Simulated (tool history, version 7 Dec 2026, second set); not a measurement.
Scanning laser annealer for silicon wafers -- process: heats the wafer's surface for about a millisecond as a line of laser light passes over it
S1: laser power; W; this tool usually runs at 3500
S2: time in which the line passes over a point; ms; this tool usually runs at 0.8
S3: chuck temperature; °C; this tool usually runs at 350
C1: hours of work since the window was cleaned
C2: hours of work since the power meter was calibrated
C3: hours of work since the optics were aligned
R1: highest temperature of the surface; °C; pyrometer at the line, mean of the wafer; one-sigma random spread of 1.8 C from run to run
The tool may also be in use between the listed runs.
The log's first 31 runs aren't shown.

run 32 hour=978.2 | S1=3584 S2=0.815 S3=348 | C1=384 C2=606 C3=340 | R1=1050
-- hour=988 window over the wafer cleaned
run 33 hour=1007.3 | S1=3566 S2=0.596 S3=370 | C1=11 C2=622 C3=355 | R1=966
run 34 hour=1047.1 | S1=3566 S2=0.596 S3=370 | C1=34 C2=645 C3=378 | R1=965
run 35 hour=1090 | S1=3566 S2=0.596 S3=370 | C1=59 C2=669 C3=403 | R1=963
run 36 hour=1123.7 | S1=3773 S2=0.708 S3=327 | C1=78 C2=689 C3=422 | R1=1024
run 37 hour=1153.9 | S1=3524 S2=0.676 S3=319 | C1=95 C2=706 C3=440 | R1=950
run 38 hour=1177.3 | S1=3666 S2=0.577 S3=331 | C1=109 C2=720 C3=453 | R1=928
run 39 hour=1195.9 | S1=3678 S2=0.839 S3=340 | C1=120 C2=730 C3=464 | R1=1089
run 40 hour=1232.1 | S1=3193 S2=0.839 S3=340 | C1=140 C2=751 C3=485 | R1=983

Branching from run 40: 3 alternative next runs. What would each branch give?
run A hour=1256 | S1=3634 S2=0.8 S3=350 | C1=154 C2=765 C3=498 | R1=?
run B hour=1256 | S1=3816 S2=0.839 S3=381 | C1=154 C2=765 C3=498 | R1=?
run C hour=1256 | S1=3102 S2=0.758 S3=374 | C1=154 C2=765 C3=498 | R1=?

run=A R1=1065
run=B R1=1157
run=C R1=961
Without the tool's hidden state the same runs would have given:
run=A R1=1087
run=B R1=1181
run=C R1=979
